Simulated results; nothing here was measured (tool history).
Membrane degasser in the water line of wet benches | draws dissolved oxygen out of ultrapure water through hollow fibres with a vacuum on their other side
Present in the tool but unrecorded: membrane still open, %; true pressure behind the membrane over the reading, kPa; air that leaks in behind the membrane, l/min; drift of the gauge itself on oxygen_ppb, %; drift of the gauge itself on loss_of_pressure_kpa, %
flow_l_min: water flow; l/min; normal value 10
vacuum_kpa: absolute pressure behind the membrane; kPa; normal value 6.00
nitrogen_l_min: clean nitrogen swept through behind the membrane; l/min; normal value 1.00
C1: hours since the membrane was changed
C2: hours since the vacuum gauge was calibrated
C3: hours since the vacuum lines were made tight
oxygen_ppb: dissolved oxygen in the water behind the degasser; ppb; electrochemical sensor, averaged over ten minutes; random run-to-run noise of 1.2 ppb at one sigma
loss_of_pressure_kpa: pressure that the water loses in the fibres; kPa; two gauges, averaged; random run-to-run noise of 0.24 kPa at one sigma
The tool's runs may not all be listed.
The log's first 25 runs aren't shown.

{"run": 26, "hour": 1371.0, "flow_l_min": 14, "vacuum_kpa": 4.38, "nitrogen_l_min": 0.92, "C1": 4556, "C2": 4986, "C3": 4236, "oxygen_ppb": 228.0, "loss_of_pressure_kpa": 91.44}
{"run": 27, "hour": 1416.7, "flow_l_min": 14, "vacuum_kpa": 4.38, "nitrogen_l_min": 0.92, "C1": 4602, "C2": 5032, "C3": 4281, "oxygen_ppb": 227.9, "loss_of_pressure_kpa": 91.86}
{"run": 28, "hour": 1493.8, "flow_l_min": 14, "vacuum_kpa": 3.67, "nitrogen_l_min": 1.62, "C1": 4679, "C2": 5109, "C3": 4358, "oxygen_ppb": 196.6, "loss_of_pressure_kpa": 91.27}
{"run": 29, "hour": 1568.7, "flow_l_min": 14, "vacuum_kpa": 3.67, "nitrogen_l_min": 1.9, "C1": 4754, "C2": 5184, "C3": 4433, "oxygen_ppb": 189.3, "loss_of_pressure_kpa": 91.46}
{"run": 30, "hour": 1625.6, "flow_l_min": 14, "vacuum_kpa": 3.67, "nitrogen_l_min": 1.9, "C1": 4811, "C2": 5241, "C3": 4490, "oxygen_ppb": 192.5, "loss_of_pressure_kpa": 91.47}
{"run": 31, "hour": 1703.6, "flow_l_min": 14, "vacuum_kpa": 3.67, "nitrogen_l_min": 1.9, "C1": 4889, "C2": 5319, "C3": 4568, "oxygen_ppb": 194.4, "loss_of_pressure_kpa": 91.63}
{"run": 32, "hour": 1764.9, "flow_l_min": 13, "vacuum_kpa": 3.98, "nitrogen_l_min": 1.37, "C1": 4950, "C2": 5380, "C3": 4630, "oxygen_ppb": 176.1, "loss_of_pressure_kpa": 86.08}
{"run": 33, "hour": 1829.6, "flow_l_min": 10, "vacuum_kpa": 9.93, "nitrogen_l_min": 1.0, "C1": 5015, "C2": 5445, "C3": 4694, "oxygen_ppb": 240.8, "loss_of_pressure_kpa": 65.67}

What if the next run were any one of these 3? Each begins from the tool's condition after run 33:
{"run": "A", "hour": 1871.5, "flow_l_min": 10, "vacuum_kpa": 10.74, "nitrogen_l_min": 1.56, "C1": 5057, "C2": 5487, "C3": 4736, "oxygen_ppb": "?", "loss_of_pressure_kpa": "?"}
{"run": "B", "hour": 1871.5, "flow_l_min": 9, "vacuum_kpa": 9.93, "nitrogen_l_min": 1.0, "C1": 5057, "C2": 5487, "C3": 4736, "oxygen_ppb": "?", "loss_of_pressure_kpa": "?"}
{"run": "C", "hour": 1871.5, "flow_l_min": 6, "vacuum_kpa": 6.0, "nitrogen_l_min": 1.0, "C1": 5057, "C2": 5487, "C3": 4736, "oxygen_ppb": "?", "loss_of_pressure_kpa": "?"}

run=A oxygen_ppb=197.8 loss_of_pressure_kpa=65.62
run=B oxygen_ppb=207.6 loss_of_pressure_kpa=59.21
run=C oxygen_ppb=62.0 loss_of_pressure_kpa=39.15
Take away the tool's hidden state, keep each run's random variation, and the runs would have read:
run=A oxygen_ppb=162.9 loss_of_pressure_kpa=61.13
run=B oxygen_ppb=173.5 loss_of_pressure_kpa=55.16
run=C oxygen_ppb=46.7 loss_of_pressure_kpa=36.47
